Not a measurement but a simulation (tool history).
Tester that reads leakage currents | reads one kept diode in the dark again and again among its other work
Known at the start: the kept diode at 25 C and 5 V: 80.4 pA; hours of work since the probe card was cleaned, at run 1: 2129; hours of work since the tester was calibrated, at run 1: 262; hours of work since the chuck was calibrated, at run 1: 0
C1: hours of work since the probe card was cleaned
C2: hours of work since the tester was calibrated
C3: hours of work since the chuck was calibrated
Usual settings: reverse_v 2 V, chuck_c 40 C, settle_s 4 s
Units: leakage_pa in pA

{"run": 1, "hour": 0.0, "reverse_v": 2, "chuck_c": 40, "settle_s": 4, "C1": 2129, "C2": 262, "C3": 0, "leakage_pa": 170.39}
{"hour": 113.4, "done": "probe card cleaned and baked"}
{"run": 2, "hour": 207.1, "reverse_v": 2, "chuck_c": 40, "settle_s": 4, "C1": 67, "C2": 407, "C3": 145, "leakage_pa": 168.24}
{"run": 3, "hour": 383.9, "reverse_v": 2, "chuck_c": 40, "settle_s": 4, "C1": 192, "C2": 533, "C3": 271, "leakage_pa": 166.78}
{"run": 4, "hour": 571.9, "reverse_v": 2, "chuck_c": 40, "settle_s": 4, "C1": 326, "C2": 666, "C3": 404, "leakage_pa": 166.31}
{"run": 5, "hour": 800.5, "reverse_v": 2, "chuck_c": 40, "settle_s": 4, "C1": 488, "C2": 829, "C3": 567, "leakage_pa": 165.16}
{"run": 6, "hour": 957.3, "reverse_v": 2, "chuck_c": 40, "settle_s": 4, "C1": 600, "C2": 940, "C3": 678, "leakage_pa": 163.55}
{"run": 7, "hour": 1190.4, "reverse_v": 2, "chuck_c": 40, "settle_s": 4, "C1": 766, "C2": 1106, "C3": 844, "leakage_pa": 163.17}
{"run": 8, "hour": 1336.0, "reverse_v": 2, "chuck_c": 40, "settle_s": 4.37, "C1": 869, "C2": 1209, "C3": 948, "leakage_pa": 161.85}
{"run": 9, "hour": 1477.3, "reverse_v": 2, "chuck_c": 40, "settle_s": 4.37, "C1": 970, "C2": 1310, "C3": 1048, "leakage_pa": 160.66}
{"run": 10, "hour": 1643.9, "reverse_v": 10.09, "chuck_c": 40, "settle_s": 4, "C1": 1088, "C2": 1428, "C3": 1166, "leakage_pa": 289.54}
{"run": 11, "hour": 1760.6, "reverse_v": 10.09, "chuck_c": 40, "settle_s": 4, "C1": 1171, "C2": 1511, "C3": 1249, "leakage_pa": 287.52}
{"run": 12, "hour": 1862.9, "reverse_v": 10.09, "chuck_c": 40, "settle_s": 4, "C1": 1244, "C2": 1584, "C3": 1322, "leakage_pa": 286.47}
{"run": 13, "hour": 2100.9, "reverse_v": 10.09, "chuck_c": 40, "settle_s": 4, "C1": 1413, "C2": 1753, "C3": 1491, "leakage_pa": 284.97}
{"run": 14, "hour": 2278.2, "reverse_v": 10.09, "chuck_c": 40, "settle_s": 4, "C1": 1539, "C2": 1879, "C3": 1617, "leakage_pa": 283.85}
{"run": 15, "hour": 2510.1, "reverse_v": 10.09, "chuck_c": 40, "settle_s": 4, "C1": 1704, "C2": 2044, "C3": 1782, "leakage_pa": 281.77}
{"hour": 2538.4, "done": "chuck's temperature calibrated"}
{"run": 16, "hour": 2735.8, "reverse_v": 10.09, "chuck_c": 40, "settle_s": 4, "C1": 1863, "C2": 2203, "C3": 140, "leakage_pa": 307.06}
{"run": 17, "hour": 2928.9, "reverse_v": 10.09, "chuck_c": 40, "settle_s": 4, "C1": 2000, "C2": 2340, "C3": 278, "leakage_pa": 305.66}
{"run": 18, "hour": 3041.7, "reverse_v": 2, "chuck_c": 40, "settle_s": 4, "C1": 2080, "C2": 2420, "C3": 358, "leakage_pa": 167.5}
{"run": 19, "hour": 3140.7, "reverse_v": 2, "chuck_c": 43, "settle_s": 4, "C1": 2151, "C2": 2491, "C3": 428, "leakage_pa": 205.71}
{"hour": 3223.5, "done": "probe card cleaned and baked"}
{"run": 20, "hour": 3275.3, "reverse_v": 2, "chuck_c": 43, "settle_s": 4, "C1": 37, "C2": 2584, "C3": 522, "leakage_pa": 203.67}
{"run": 21, "hour": 3378.9, "reverse_v": 2, "chuck_c": 43, "settle_s": 4, "C1": 110, "C2": 2658, "C3": 595, "leakage_pa": 203.49}
{"run": 22, "hour": 3505.6, "reverse_v": 2, "chuck_c": 23, "settle_s": 1.74, "C1": 201, "C2": 2748, "C3": 685, "leakage_pa": 47.86}
{"run": 23, "hour": 3697.9, "reverse_v": 17.54, "chuck_c": 21, "settle_s": 2.18, "C1": 337, "C2": 2885, "C3": 822, "leakage_pa": 91.28}
{"run": 24, "hour": 3927.0, "reverse_v": 16.54, "chuck_c": 40, "settle_s": 9.36, "C1": 500, "C2": 3048, "C3": 985, "leakage_pa": 351.18}
{"run": 25, "hour": 4065.3, "reverse_v": 7.13, "chuck_c": 38, "settle_s": 9.36, "C1": 598, "C2": 3146, "C3": 1083, "leakage_pa": 223.59}
{"run": 26, "hour": 4186.3, "reverse_v": 7.13, "chuck_c": 38, "settle_s": 2.15, "C1": 684, "C2": 3232, "C3": 1169, "leakage_pa": 222.51}
{"run": 27, "hour": 4295.2, "reverse_v": 2, "chuck_c": 23, "settle_s": 4, "C1": 762, "C2": 3309, "C3": 1247, "leakage_pa": 46.6}
{"run": 28, "hour": 4406.6, "reverse_v": 2, "chuck_c": 23, "settle_s": 4, "C1": 841, "C2": 3389, "C3": 1326, "leakage_pa": 46.64}
{"run": 29, "hour": 4569.0, "reverse_v": 2, "chuck_c": 23, "settle_s": 4, "C1": 957, "C2": 3504, "C3": 1441, "leakage_pa": 46.11}
{"run": 30, "hour": 4713.3, "reverse_v": 1.84, "chuck_c": 40, "settle_s": 0.66, "C1": 1059, "C2": 3607, "C3": 1544, "leakage_pa": 153.56}
{"run": 31, "hour": 4946.3, "reverse_v": 1.84, "chuck_c": 40, "settle_s": 0.66, "C1": 1225, "C2": 3772, "C3": 1710, "leakage_pa": 152.54}
{"hour": 5068.6, "done": "chuck's temperature calibrated"}
{"run": 32, "hour": 5144.2, "reverse_v": 1.84, "chuck_c": 40, "settle_s": 0.66, "C1": 1364, "C2": 3912, "C3": 54, "leakage_pa": 164.04}
{"run": 33, "hour": 5330.3, "reverse_v": 7.6, "chuck_c": 34, "settle_s": 0.4, "C1": 1496, "C2": 4044, "C3": 186, "leakage_pa": 184.19}
{"run": 34, "hour": 5503.9, "reverse_v": 2, "chuck_c": 25, "settle_s": 4, "C1": 1620, "C2": 4167, "C3": 309, "leakage_pa": 56.69}
{"run": 35, "hour": 5729.7, "reverse_v": 2.23, "chuck_c": 40, "settle_s": 2.34, "C1": 1780, "C2": 4328, "C3": 470, "leakage_pa": 172.67}
{"run": 36, "hour": 5854.1, "reverse_v": 8.29, "chuck_c": 31, "settle_s": 2.34, "C1": 1869, "C2": 4416, "C3": 558, "leakage_pa": 148.13}
{"run": 37, "hour": 5972.1, "reverse_v": 19.82, "chuck_c": 23, "settle_s": 0.32, "C1": 1953, "C2": 4500, "C3": 642, "leakage_pa": 124.98}
{"run": 38, "hour": 6095.5, "reverse_v": 16.34, "chuck_c": 40, "settle_s": 4, "C1": 2040, "C2": 4588, "C3": 730, "leakage_pa": 352.43}

Forecast each of these 5 alternatives for the next run:
{"hour": 6338.5, "done": "probe card cleaned and baked"}
{"run": "A", "hour": 6338.5, "reverse_v": 1.91, "chuck_c": 40, "settle_s": 0.32, "C1": 0, "C2": 4758, "C3": 901, "leakage_pa": "?"}
{"hour": 6338.5, "done": "probe card cleaned and baked"}
{"run": "B", "hour": 6338.5, "reverse_v": 16.34, "chuck_c": 40, "settle_s": 4.4, "C1": 0, "C2": 4758, "C3": 901, "leakage_pa": "?"}
{"hour": 6338.5, "done": "probe card cleaned and baked"}
{"run": "C", "hour": 6338.5, "reverse_v": 2.11, "chuck_c": 40, "settle_s": 4, "C1": 0, "C2": 4758, "C3": 901, "leakage_pa": "?"}
{"hour": 6338.5, "done": "probe card cleaned and baked"}
{"run": "D", "hour": 6338.5, "reverse_v": 4.33, "chuck_c": 38, "settle_s": 4, "C1": 0, "C2": 4758, "C3": 901, "leakage_pa": "?"}
{"hour": 6338.5, "done": "probe card cleaned and baked"}
{"run": "E", "hour": 6338.5, "reverse_v": 2, "chuck_c": 40, "settle_s": 1.88, "C1": 0, "C2": 4758, "C3": 901, "leakage_pa": "?"}

run=A leakage_pa=160.48
run=B leakage_pa=343.47
run=C leakage_pa=164.56
run=D leakage_pa=185.07
run=E leakage_pa=160.56
Without the tool's hidden state the same runs would have given:
run=A leakage_pa=170.19
run=B leakage_pa=364.27
run=C leakage_pa=174.55
run=D leakage_pa=196.4
run=E leakage_pa=170.3

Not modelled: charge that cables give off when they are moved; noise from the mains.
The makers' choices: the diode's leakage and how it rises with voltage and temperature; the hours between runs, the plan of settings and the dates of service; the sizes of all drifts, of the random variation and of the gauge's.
